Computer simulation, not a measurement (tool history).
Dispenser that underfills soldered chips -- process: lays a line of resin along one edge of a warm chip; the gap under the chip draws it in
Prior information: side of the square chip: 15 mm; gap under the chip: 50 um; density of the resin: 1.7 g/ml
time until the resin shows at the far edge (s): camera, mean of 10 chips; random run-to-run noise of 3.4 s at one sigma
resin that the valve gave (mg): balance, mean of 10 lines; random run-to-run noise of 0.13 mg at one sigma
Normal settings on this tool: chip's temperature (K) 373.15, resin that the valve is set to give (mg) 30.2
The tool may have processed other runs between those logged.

run  hour  chip's temperature (K)  resin that the valve is set to give (mg)  time until the resin shows at the far edge (s)  resin that the valve gave (mg)
  1     0                  373.15                                      30.2                                           364.2                           28.86
  2   4.1                  373.15                                      30.2                                           441.7                           28.93
      7.8  -- dispensing valve cleaned and set on the balance
  3   7.8                  373.15                                      30.2                                           493.3                           30.15
  4   9.7                  373.15                                        29                                           526.8                           28.95
     12.3  -- new syringe of resin
  5  13.9                  373.15                                      30.2                                           364.3                            30.3
  6  18.4                  373.15                                      35.5                                           437.6                           35.38
  7  21.4                  373.15                                      39.2                                           499.7                           39.11
  8  24.3                  373.15                                      39.2                                           562.4                           39.06
     24.9  -- new syringe of resin
  9  27.5                  372.15                                      33.6                                           399.2                           33.45
 10  31.1                  373.15                                      28.8                                           462.2                           28.51

Forecast run 11:
 11  34.1                  373.15                                      32.2                                               ?                               ?

time until the resin shows at the far edge (s): 509.6
resin that the valve gave (mg): 32.04
Minus the tool's unlogged condition, the same run would have read time until the resin shows at the far edge (s) 333.9, resin that the valve gave (mg) 32.29.

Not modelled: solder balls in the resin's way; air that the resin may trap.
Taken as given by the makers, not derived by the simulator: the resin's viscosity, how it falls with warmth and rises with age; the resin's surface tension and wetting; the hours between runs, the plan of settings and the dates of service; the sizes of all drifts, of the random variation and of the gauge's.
